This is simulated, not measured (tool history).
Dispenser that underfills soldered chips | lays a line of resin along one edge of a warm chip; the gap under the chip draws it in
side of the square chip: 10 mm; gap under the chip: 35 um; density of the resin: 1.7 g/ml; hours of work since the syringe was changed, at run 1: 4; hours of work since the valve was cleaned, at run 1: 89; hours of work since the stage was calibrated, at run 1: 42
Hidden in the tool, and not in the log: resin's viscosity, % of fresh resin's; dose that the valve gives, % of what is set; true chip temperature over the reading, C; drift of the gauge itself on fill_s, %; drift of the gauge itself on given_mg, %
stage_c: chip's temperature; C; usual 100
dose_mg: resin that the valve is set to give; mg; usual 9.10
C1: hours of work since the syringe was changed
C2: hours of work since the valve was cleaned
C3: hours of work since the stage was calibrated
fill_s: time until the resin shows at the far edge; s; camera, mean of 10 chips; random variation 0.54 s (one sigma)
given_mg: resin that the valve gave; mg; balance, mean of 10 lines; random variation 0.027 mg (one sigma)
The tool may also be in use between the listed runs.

run 1 day=0.000 | stage_c=100 dose_mg=9.10 | C1=4 C2=89 C3=42 | fill_s=54.2 given_mg=8.61
-- day=0.288 dispensing valve cleaned and set on the balance
-- day=0.388 new syringe of resin
run 2 day=0.525 | stage_c=100 dose_mg=9.10 | C1=2 C2=3 C3=49 | fill_s=48.6 given_mg=9.08
run 3 day=0.921 | stage_c=100 dose_mg=9.10 | C1=8 C2=9 C3=54 | fill_s=59.8 given_mg=9.06
-- day=0.979 new syringe of resin
run 4 day=1.167 | stage_c=100 dose_mg=9.10 | C1=3 C2=12 C3=58 | fill_s=50.5 given_mg=9.07
run 5 day=1.550 | stage_c=100 dose_mg=9.10 | C1=8 C2=18 C3=63 | fill_s=59.3 given_mg=9.01
-- day=1.612 new syringe of resin
run 6 day=1.908 | stage_c=94 dose_mg=9.10 | C1=4 C2=23 C3=68 | fill_s=67.0 given_mg=8.99
-- day=2.212 new syringe of resin
run 7 day=2.279 | stage_c=94 dose_mg=9.10 | C1=1 C2=28 C3=74 | fill_s=61.1 given_mg=8.94
run 8 day=2.596 | stage_c=100 dose_mg=9.10 | C1=6 C2=33 C3=78 | fill_s=55.6 given_mg=8.89
-- day=2.812 new syringe of resin
run 9 day=3.129 | stage_c=100 dose_mg=9.10 | C1=5 C2=40 C3=86 | fill_s=53.9 given_mg=8.80
-- day=3.433 new syringe of resin
run 10 day=3.433 | stage_c=100 dose_mg=7.95 | C1=0 C2=44 C3=90 | fill_s=47.9 given_mg=7.75
run 11 day=3.671 | stage_c=100 dose_mg=7.95 | C1=3 C2=48 C3=93 | fill_s=53.8 given_mg=7.73
run 12 day=3.925 | stage_c=96 dose_mg=9.10 | C1=7 C2=51 C3=97 | fill_s=70.1 given_mg=8.81
-- day=4.046 new syringe of resin
run 13 day=4.183 | stage_c=100 dose_mg=9.10 | C1=2 C2=55 C3=100 | fill_s=49.2 given_mg=8.81
run 14 day=4.550 | stage_c=100 dose_mg=9.10 | C1=7 C2=60 C3=106 | fill_s=60.0 given_mg=8.74
-- day=4.658 new syringe of resin
run 15 day=5.017 | stage_c=100 dose_mg=9.10 | C1=5 C2=67 C3=112 | fill_s=56.9 given_mg=8.72
-- day=5.275 new syringe of resin
run 16 day=5.283 | stage_c=100 dose_mg=9.10 | C1=0 C2=70 C3=116 | fill_s=48.0 given_mg=8.71
run 17 day=5.833 | stage_c=100 dose_mg=11.62 | C1=8 C2=78 C3=124 | fill_s=60.4 given_mg=11.03
-- day=5.871 new syringe of resin
run 18 day=6.371 | stage_c=100 dose_mg=8.79 | C1=7 C2=86 C3=131 | fill_s=61.6 given_mg=8.33
-- day=6.475 new syringe of resin
run 19 day=6.617 | stage_c=100 dose_mg=10.23 | C1=2 C2=89 C3=135 | fill_s=50.2 given_mg=9.63
-- day=6.900 dispensing valve cleaned and set on the balance
run 20 day=7.008 | stage_c=101 dose_mg=9.46 | C1=7 C2=2 C3=140 | fill_s=57.5 given_mg=9.41
-- day=7.112 new syringe of resin
run 21 day=7.471 | stage_c=88 dose_mg=9.90 | C1=5 C2=8 C3=146 | fill_s=95.4 given_mg=9.86
-- day=7.712 new syringe of resin
run 22 day=7.958 | stage_c=88 dose_mg=9.90 | C1=4 C2=15 C3=153 | fill_s=87.5 given_mg=9.74
-- day=8.312 new syringe of resin
run 23 day=8.400 | stage_c=109 dose_mg=9.71 | C1=1 C2=21 C3=159 | fill_s=35.2 given_mg=9.59
run 24 day=8.850 | stage_c=96 dose_mg=9.46 | C1=8 C2=28 C3=166 | fill_s=73.8 given_mg=9.34
-- day=8.950 new syringe of resin
run 25 day=9.388 | stage_c=87 dose_mg=10.51 | C1=6 C2=35 C3=173 | fill_s=102.7 given_mg=10.28
-- day=9.583 new syringe of resin
run 26 day=9.762 | stage_c=94 dose_mg=10.57 | C1=3 C2=40 C3=179 | fill_s=66.9 given_mg=10.34
run 27 day=10.079 | stage_c=88 dose_mg=10.57 | C1=7 C2=45 C3=183 | fill_s=99.2 given_mg=10.26
-- day=10.183 new syringe of resin
run 28 day=10.467 | stage_c=93 dose_mg=8.90 | C1=4 C2=50 C3=188 | fill_s=71.8 given_mg=8.61
run 29 day=10.717 | stage_c=85 dose_mg=8.82 | C1=8 C2=54 C3=192 | fill_s=114.9 given_mg=8.55
-- day=10.775 new syringe of resin
run 30 day=11.025 | stage_c=96 dose_mg=10.97 | C1=4 C2=58 C3=196 | fill_s=63.2 given_mg=10.58
-- day=11.383 new syringe of resin
run 31 day=11.525 | stage_c=100 dose_mg=9.64 | C1=2 C2=65 C3=203 | fill_s=51.9 given_mg=9.26
run 32 day=11.792 | stage_c=102 dose_mg=8.10 | C1=6 C2=69 C3=207 | fill_s=56.8 given_mg=7.75
-- day=12.000 new syringe of resin
run 33 day=12.121 | stage_c=114 dose_mg=9.10 | C1=2 C2=74 C3=212 | fill_s=31.0 given_mg=8.71
run 34 day=12.558 | stage_c=98 dose_mg=8.41 | C1=8 C2=80 C3=218 | fill_s=72.8 given_mg=8.02

5 ways to go on from here, each from the tool as it stands after run 34. What would each give?
-- day=12.600 new syringe of resin
run A day=13.108 | stage_c=88 dose_mg=8.26 | C1=7 C2=88 C3=226 | fill_s=? given_mg=?
-- day=12.600 new syringe of resin
run B day=13.108 | stage_c=91 dose_mg=10.72 | C1=7 C2=88 C3=226 | fill_s=? given_mg=?
-- day=12.600 new syringe of resin
run C day=13.108 | stage_c=100 dose_mg=9.15 | C1=7 C2=88 C3=226 | fill_s=? given_mg=?
-- day=12.600 new syringe of resin
run D day=13.108 | stage_c=98 dose_mg=11.55 | C1=7 C2=88 C3=226 | fill_s=? given_mg=?
-- day=12.600 new syringe of resin
run E day=13.108 | stage_c=106 dose_mg=8.41 | C1=7 C2=88 C3=226 | fill_s=? given_mg=?

run=A fill_s=106.8 given_mg=7.80
run=B fill_s=90.7 given_mg=10.18
run=C fill_s=62.0 given_mg=8.65
run=D fill_s=65.7 given_mg=10.98
run=E fill_s=50.8 given_mg=7.95
Without the tool's hidden state the same runs would have given:
run=A fill_s=75.5 given_mg=8.23
run=B fill_s=64.8 given_mg=10.74
run=C fill_s=44.2 given_mg=9.14
run=D fill_s=47.1 given_mg=11.59
run=E fill_s=36.3 given_mg=8.40

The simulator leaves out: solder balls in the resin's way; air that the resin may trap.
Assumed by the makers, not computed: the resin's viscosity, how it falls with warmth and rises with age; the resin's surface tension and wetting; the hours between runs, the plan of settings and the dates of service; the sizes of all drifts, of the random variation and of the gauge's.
